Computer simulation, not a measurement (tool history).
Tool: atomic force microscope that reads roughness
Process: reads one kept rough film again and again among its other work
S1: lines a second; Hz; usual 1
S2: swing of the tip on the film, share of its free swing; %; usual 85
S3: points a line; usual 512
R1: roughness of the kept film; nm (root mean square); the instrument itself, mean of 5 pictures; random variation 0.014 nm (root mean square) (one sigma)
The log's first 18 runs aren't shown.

Run 19, day 21.454: usual settings but S2 67 %. Result: R1 3.029 nm (root mean square).
Run 20, day 22.329: usual settings. Result: R1 2.759 nm (root mean square).
Run 21, day 23.529: usual settings. Result: R1 2.641 nm (root mean square).
Run 22, day 24.862: usual settings but S1 3.04 Hz, S2 61 %, S3 535. Result: R1 2.599 nm (root mean square).
Run 23, day 25.917: usual settings but S1 3.04 Hz, S2 61 %, S3 535. Result: R1 2.511 nm (root mean square).
Run 24, day 27.604: usual settings but S1 0.83 Hz, S2 63 %, S3 410. Result: R1 2.599 nm (root mean square).
At day 28.558: new tip fitted.
Run 25, day 28.829: usual settings but S1 3.43 Hz, S2 60 %, S3 400. Result: R1 3.282 nm (root mean square).
Run 26, day 30.208: usual settings but S1 1.03 Hz, S2 62 %, S3 349. Result: R1 3.31 nm (root mean square).
Run 27, day 31.558: usual settings but S1 3 Hz, S2 60 %, S3 797. Result: R1 3.003 nm (root mean square).
Run 28, day 33.171: usual settings but S1 3 Hz, S2 60 %, S3 797. Result: R1 2.87 nm (root mean square).
Run 29, day 34.65: usual settings but S1 3 Hz, S2 60 %, S3 797. Result: R1 2.72 nm (root mean square).
Run 30, day 35.746: usual settings but S1 2.88 Hz, S2 68 %, S3 797. Result: R1 2.496 nm (root mean square).
Run 31, day 36.779: usual settings but S1 0.82 Hz, S2 89 %, S3 265. Result: R1 2.459 nm (root mean square).
Run 32, day 38.517: usual settings but S2 62 %, S3 677. Result: R1 2.582 nm (root mean square).
At day 39.438: new tip fitted.
Run 33, day 39.438: usual settings but S2 62 %, S3 677. Result: R1 3.538 nm (root mean square).
Run 34, day 40.929: usual settings but S1 1.76 Hz, S2 78 %, S3 591. Result: R1 3.021 nm (root mean square).
Run 35, day 41.742: usual settings but S1 1.76 Hz, S2 78 %, S3 591. Result: R1 2.932 nm (root mean square).
Run 36, day 43.242: usual settings but S1 1.51 Hz, S2 56 %, S3 641. Result: R1 3.118 nm (root mean square).
Run 37, day 44.262: usual settings but S1 1.64 Hz, S2 56 %, S3 673. Result: R1 3.004 nm (root mean square).
Run 38, day 45.975: usual settings but S1 1.68 Hz, S2 58 %, S3 607. Result: R1 2.831 nm (root mean square).
Run 39, day 47.175: usual settings but S1 1.56 Hz, S2 75 %, S3 360. Result: R1 2.539 nm (root mean square).
Run 40, day 48.588: usual settings but S1 3.23 Hz, S2 71 %, S3 415. Result: R1 2.274 nm (root mean square).
Run 41, day 50.088: usual settings but S1 3.23 Hz, S2 71 %, S3 415. Result: R1 2.19 nm (root mean square).
At day 50.283: new tip fitted.
Run 42, day 51.825: usual settings but S1 0.98 Hz, S2 63 %, S3 346. Result: R1 3.315 nm (root mean square).

3 ways to go on from here, each from the tool as it stands after run 42. What would each give?
Run A, day 53.508: usual settings but S1 0.59 Hz, S2 63 %, S3 731. Result: R1 ?.
Run B, day 53.508: usual settings but S1 2.09 Hz, S3 679. Result: R1 ?.
Run C, day 53.508: usual settings but S1 3.22 Hz, S2 63 %, S3 440. Result: R1 ?.

run     R1
  A  3.177
  B  2.546
  C  2.884
Without the tool's hidden state the same runs would have given:
run     R1
  A  3.623
  B  2.903
  C  3.288
